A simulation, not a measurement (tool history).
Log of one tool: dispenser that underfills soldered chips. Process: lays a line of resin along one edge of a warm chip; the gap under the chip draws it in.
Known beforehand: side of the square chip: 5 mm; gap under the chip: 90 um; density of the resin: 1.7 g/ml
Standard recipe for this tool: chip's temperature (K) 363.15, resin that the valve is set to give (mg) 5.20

| run | hour | chip's temperature (K) | resin that the valve is set to give (mg) | time until the resin shows at the far edge (s) | resin that the valve gave (mg) |
|---|---|---|---|---|---|
| 1 | 0.0 | 363.15 | 5.20 | 16.0 | 5.15 |
|  | 5.9 | new syringe of resin |
| 2 | 10.8 | 363.15 | 5.20 | 12.1 | 5.11 |
| 3 | 19.2 | 363.15 | 5.20 | 19.2 | 5.15 |
|  | 22.5 | new syringe of resin |
| 4 | 30.5 | 363.15 | 5.20 | 14.6 | 5.10 |
|  | 38.6 | new syringe of resin |
| 5 | 41.7 | 363.15 | 5.20 | 10.5 | 5.07 |
| 6 | 52.6 | 363.15 | 5.20 | 19.5 | 5.08 |
|  | 54.6 | new syringe of resin |
| 7 | 64.9 | 363.15 | 5.20 | 16.6 | 4.98 |
|  | 70.6 | new syringe of resin |
| 8 | 75.5 | 363.15 | 5.20 | 12.6 | 4.99 |
| 9 | 81.9 | 363.15 | 5.69 | 17.2 | 5.43 |
|  | 86.7 | new syringe of resin |
| 10 | 92.1 | 363.15 | 5.69 | 13.0 | 5.39 |
| 11 | 97.2 | 363.15 | 5.69 | 16.3 | 5.38 |
|  | 102.8 | new syringe of resin |
| 12 | 107.1 | 363.15 | 5.20 | 11.6 | 4.94 |
|  | 118.8 | new syringe of resin |
| 13 | 118.8 | 363.15 | 5.20 | 9.6 | 4.88 |
| 14 | 127.1 | 363.15 | 5.20 | 14.8 | 4.80 |
|  | 135.6 | new syringe of resin |
| 15 | 136.0 | 363.15 | 5.20 | 10.1 | 4.85 |
|  | 141.0 | dispensing valve cleaned and set on the balance |
| 16 | 147.0 | 363.15 | 5.20 | 16.4 | 5.15 |
|  | 152.6 | new syringe of resin |
| 17 | 154.2 | 363.15 | 5.43 | 9.9 | 5.35 |
| 18 | 161.3 | 363.15 | 4.88 | 15.1 | 4.80 |
|  | 168.7 | new syringe of resin |
| 19 | 172.1 | 363.15 | 4.88 | 11.6 | 4.80 |
| 20 | 179.9 | 362.15 | 6.60 | 17.2 | 6.44 |
|  | 185.0 | new syringe of resin |
| 21 | 188.5 | 370.15 | 6.60 | 8.4 | 6.46 |
| 22 | 199.4 | 370.15 | 6.60 | 14.5 | 6.40 |
|  | 201.3 | new syringe of resin |
| 23 | 211.7 | 350.15 | 5.75 | 31.2 | 5.53 |
|  | 217.1 | new syringe of resin |
| 24 | 219.1 | 355.15 | 6.07 | 15.5 | 5.85 |
| 25 | 225.6 | 376.15 | 5.21 | 8.7 | 4.99 |
|  | 233.5 | new syringe of resin |
| 26 | 237.4 | 350.15 | 5.09 | 21.8 | 4.84 |
| 27 | 244.7 | 370.15 | 5.78 | 11.8 | 5.52 |
|  | 249.5 | new syringe of resin |
| 28 | 255.6 | 363.15 | 4.54 | 14.4 | 4.26 |
|  | 265.7 | new syringe of resin |
| 29 | 266.7 | 354.15 | 4.77 | 16.0 | 4.45 |
| 30 | 276.5 | 350.15 | 4.47 | 34.7 | 4.16 |
|  | 282.1 | new syringe of resin |
| 31 | 283.4 | 350.15 | 4.47 | 21.6 | 4.20 |
|  | 288.2 | dispensing valve cleaned and set on the balance |
| 32 | 289.7 | 350.15 | 4.47 | 27.3 | 4.48 |
| 33 | 296.0 | 349.15 | 4.65 | 39.7 | 4.64 |
|  | 299.9 | new syringe of resin |
| 34 | 304.5 | 355.15 | 4.93 | 18.2 | 4.88 |
|  | 315.9 | new syringe of resin |
| 35 | 316.9 | 363.15 | 5.21 | 10.2 | 5.18 |

Predict each of these 4 candidate next runs independently; none follows another, all start after run 35:
| A | 328.0 | 360.15 | 4.70 | ? | ? |
| B | 328.0 | 363.15 | 6.71 | ? | ? |
| C | 328.0 | 372.15 | 4.44 | ? | ? |
| D | 328.0 | 367.15 | 4.72 | ? | ? |

| run | time until the resin shows at the far edge (s) | resin that the valve gave (mg) |
|---|---|---|
| A | 21.9 | 4.61 |
| B | 18.0 | 6.58 |
| C | 13.0 | 4.36 |
| D | 16.2 | 4.64 |
Stripped of hidden state, with their random variation kept, the same runs would have yielded:
| run | time until the resin shows at the far edge (s) | resin that the valve gave (mg) |
|---|---|---|
| A | 10.7 | 4.70 |
| B | 9.1 | 6.71 |
| C | 6.3 | 4.45 |
| D | 8.2 | 4.73 |
